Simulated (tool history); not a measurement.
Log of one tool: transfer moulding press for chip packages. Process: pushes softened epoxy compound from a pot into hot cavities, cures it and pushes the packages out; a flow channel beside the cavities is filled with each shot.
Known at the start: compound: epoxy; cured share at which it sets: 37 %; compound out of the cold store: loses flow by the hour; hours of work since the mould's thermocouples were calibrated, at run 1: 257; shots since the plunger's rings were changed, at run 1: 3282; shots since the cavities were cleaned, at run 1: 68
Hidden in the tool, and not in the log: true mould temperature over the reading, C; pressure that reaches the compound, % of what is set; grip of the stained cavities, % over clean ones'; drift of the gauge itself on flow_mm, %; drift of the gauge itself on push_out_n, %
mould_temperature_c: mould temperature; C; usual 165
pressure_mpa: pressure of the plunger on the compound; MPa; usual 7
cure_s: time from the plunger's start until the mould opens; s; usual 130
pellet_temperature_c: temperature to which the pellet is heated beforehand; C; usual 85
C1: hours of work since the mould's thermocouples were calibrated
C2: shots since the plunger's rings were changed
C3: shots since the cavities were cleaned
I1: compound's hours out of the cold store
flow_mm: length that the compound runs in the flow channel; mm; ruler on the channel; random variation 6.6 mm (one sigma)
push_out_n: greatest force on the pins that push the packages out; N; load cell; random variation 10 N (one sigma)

Run 1, hour 0: usual settings; C1 257; C2 3282; C3 68; I1 36.1. Result: flow_mm 893 mm, push_out_n 540 N.
Run 2, hour 20.4: usual settings; C1 270; C2 3462; C3 248; I1 32.5. Result: flow_mm 907 mm, push_out_n 593 N.
Run 3, hour 36.6: usual settings but pressure_mpa 5.93 MPa; C1 280; C2 3604; C3 390; I1 17.1. Result: flow_mm 894 mm, push_out_n 676 N.
Run 4, hour 47.2: usual settings but mould_temperature_c 167 C, pressure_mpa 5.93 MPa; C1 287; C2 3697; C3 483; I1 35.8. Result: flow_mm 815 mm, push_out_n 622 N.
At hour 60.5: cavities cleaned with cleaning compound and waxed.
Run 5, hour 71.3: usual settings but pressure_mpa 5.35 MPa; C1 301; C2 3895; C3 94; I1 8.5. Result: flow_mm 881 mm, push_out_n 566 N.
Run 6, hour 89.1: usual settings but pressure_mpa 5.35 MPa; C1 312; C2 4052; C3 251; I1 38.7. Result: flow_mm 767 mm, push_out_n 606 N.
At hour 99.1: mould's thermocouples calibrated.
Run 7, hour 103: usual settings but pellet_temperature_c 80 C; C1 2; C2 4157; C3 356; I1 24. Result: flow_mm 931 mm, push_out_n 657 N.
Run 8, hour 123.7: usual settings but pellet_temperature_c 80 C; C1 16; C2 4339; C3 538; I1 26.3. Result: flow_mm 923 mm, push_out_n 720 N.
At hour 131.4: cavities cleaned with cleaning compound and waxed.
Run 9, hour 141.7: usual settings but pellet_temperature_c 80 C; C1 26; C2 4484; C3 90; I1 27.5. Result: flow_mm 917 mm, push_out_n 558 N.
At hour 153.3: plunger's sealing rings changed.
Run 10, hour 154.1: usual settings but pellet_temperature_c 79 C; C1 32; C2 8; C3 177; I1 20.9. Result: flow_mm 1002 mm, push_out_n 585 N.
Run 11, hour 171.8: usual settings but cure_s 145 s; C1 43; C2 163; C3 332; I1 43.8. Result: flow_mm 907 mm, push_out_n 582 N.
At hour 189.7: mould's thermocouples calibrated, once more.
Run 12, hour 191.2: usual settings but mould_temperature_c 162 C; C1 1; C2 316; C3 485; I1 13.5. Result: flow_mm 1051 mm, push_out_n 776 N.
At hour 205.2: cavities cleaned with cleaning compound and waxed.
Run 13, hour 210.3: usual settings but mould_temperature_c 162 C; C1 12; C2 471; C3 45; I1 31. Result: flow_mm 976 mm, push_out_n 551 N.
Run 14, hour 226.6: usual settings; C1 22; C2 614; C3 188; I1 41.4. Result: flow_mm 909 mm, push_out_n 545 N.
Run 15, hour 244.1: usual settings but mould_temperature_c 159 C, cure_s 124 s; C1 33; C2 768; C3 342; I1 29. Result: flow_mm 989 mm, push_out_n 961 N.
Run 16, hour 257: usual settings but mould_temperature_c 168 C, cure_s 119 s, pellet_temperature_c 89 C; C1 42; C2 882; C3 456; I1 29.1. Result: flow_mm 935 mm, push_out_n 651 N.
At hour 274.6: cavities cleaned with cleaning compound and waxed.
Run 17, hour 277.6: usual settings but mould_temperature_c 167 C, pressure_mpa 6.04 MPa, pellet_temperature_c 89 C; C1 54; C2 1049; C3 26; I1 25.5. Result: flow_mm 888 mm, push_out_n 461 N.
Run 18, hour 288.9: usual settings but cure_s 115 s, pellet_temperature_c 87 C; C1 61; C2 1149; C3 126; I1 23.4. Result: flow_mm 976 mm, push_out_n 640 N.
Run 19, hour 303.1: usual settings but cure_s 131 s, pellet_temperature_c 86 C; C1 70; C2 1274; C3 251; I1 23.5. Result: flow_mm 978 mm, push_out_n 602 N.
Run 20, hour 317.7: usual settings but cure_s 131 s, pellet_temperature_c 86 C; C1 79; C2 1402; C3 379; I1 15.8. Result: flow_mm 1011 mm, push_out_n 647 N.
Run 21, hour 336.4: usual settings but mould_temperature_c 171 C, cure_s 113 s, pellet_temperature_c 92 C; C1 91; C2 1566; C3 543; I1 25.9. Result: flow_mm 936 mm, push_out_n 665 N.
At hour 342.9: cavities cleaned with cleaning compound and waxed.
Run 22, hour 358.6: usual settings but mould_temperature_c 163 C, pressure_mpa 8.68 MPa, cure_s 119 s, pellet_temperature_c 77 C; C1 104; C2 1748; C3 138; I1 31.2. Result: flow_mm 1047 mm, push_out_n 706 N.
Run 23, hour 372.9: usual settings but mould_temperature_c 173 C, pressure_mpa 5.62 MPa; C1 113; C2 1874; C3 264; I1 35.5. Result: flow_mm 795 mm, push_out_n 575 N.
Run 24, hour 396: usual settings but mould_temperature_c 173 C, pressure_mpa 5.62 MPa; C1 127; C2 2076; C3 466; I1 46.9. Result: flow_mm 759 mm, push_out_n 600 N.
At hour 412.1: cavities cleaned with cleaning compound and waxed.
Run 25, hour 420: usual settings but mould_temperature_c 160 C, cure_s 161 s; C1 142; C2 2274; C3 69; I1 10.4. Result: flow_mm 1059 mm, push_out_n 532 N.
Run 26, hour 435.8: usual settings but mould_temperature_c 164 C, cure_s 161 s, pellet_temperature_c 92 C; C1 152; C2 2413; C3 208; I1 8.6. Result: flow_mm 1047 mm, push_out_n 545 N.
Run 27, hour 455.4: usual settings but mould_temperature_c 171 C, cure_s 161 s, pellet_temperature_c 92 C; C1 164; C2 2585; C3 380; I1 9.6. Result: flow_mm 998 mm, push_out_n 590 N.
Run 28, hour 475.5: usual settings but pressure_mpa 8.72 MPa; C1 177; C2 2762; C3 557; I1 23.2. Result: flow_mm 1061 mm, push_out_n 715 N.

Forecast each of these 4 alternatives for the next run:
At hour 480.4: cavities cleaned with cleaning compound and waxed.
Run A, hour 492.8: usual settings but mould_temperature_c 160 C, pressure_mpa 5.57 MPa, pellet_temperature_c 91 C; C1 187; C2 2901; C3 109; I1 16.5. Result: flow_mm ?, push_out_n ?.
At hour 480.4: cavities cleaned with cleaning compound and waxed.
Run B, hour 492.8: usual settings but pressure_mpa 8.45 MPa; C1 187; C2 2901; C3 109; I1 20.5. Result: flow_mm ?, push_out_n ?.
At hour 480.4: cavities cleaned with cleaning compound and waxed.
Run C, hour 492.8: usual settings but mould_temperature_c 171 C, pressure_mpa 7.92 MPa, cure_s 121 s; C1 187; C2 2901; C3 109; I1 9.8. Result: flow_mm ?, push_out_n ?.
At hour 480.4: cavities cleaned with cleaning compound and waxed.
Run D, hour 492.8: usual settings but pressure_mpa 8.72 MPa, cure_s 119 s, pellet_temperature_c 92 C; C1 187; C2 2901; C3 109; I1 43.4. Result: flow_mm ?, push_out_n ?.

run  flow_mm  push_out_n
  A      902         726
  B     1060         563
  C     1057         477
  D      966         596
Without the tool's hidden state the same runs would have given:
run  flow_mm  push_out_n
  A      941         627
  B     1105         492
  C     1102         418
  D     1007         521

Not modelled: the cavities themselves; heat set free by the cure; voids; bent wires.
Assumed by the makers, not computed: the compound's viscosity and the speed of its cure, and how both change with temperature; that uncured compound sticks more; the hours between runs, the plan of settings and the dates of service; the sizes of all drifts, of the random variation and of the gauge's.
